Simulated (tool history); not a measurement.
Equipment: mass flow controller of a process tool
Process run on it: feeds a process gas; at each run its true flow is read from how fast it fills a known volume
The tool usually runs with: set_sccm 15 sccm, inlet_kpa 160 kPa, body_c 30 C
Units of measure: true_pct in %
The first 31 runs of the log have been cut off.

run	day	set_sccm	inlet_kpa	body_c	hours of work since the controller was set to zero	hours of work since the controller was changed	true_pct
32	195.188	37	208	29	816	2655	99.35
33	199.312	15	211	30	858	2697	98.57
34	204.596	15	211	30	911	2750	98.47
35	208.200	7	160	38	948	2787	97.68
36	213.250	32	273	27	998	2838	99.90
37	217.675	15	160	23	1043	2882	99.01
38	225.025	12	166	21	1117	2956	99.50
39	232.525	12	166	21	1193	3032	99.53

5 options for the next run, each taken on its own from the tool as it stands now. Forecast them:
A	238.421	12	161	21	1252	3092	?
B	238.421	12	145	22	1252	3092	?
C	238.421	15	168	30	1252	3092	?
D	238.421	27	166	38	1252	3092	?
E	238.421	11	192	22	1252	3092	?

run	true_pct
A	99.58
B	99.24
C	98.49
D	97.88
E	99.65
Without the tool's unlogged condition, the same runs would have read:
run	true_pct
A	97.92
B	97.58
C	97.08
D	96.90
E	97.88
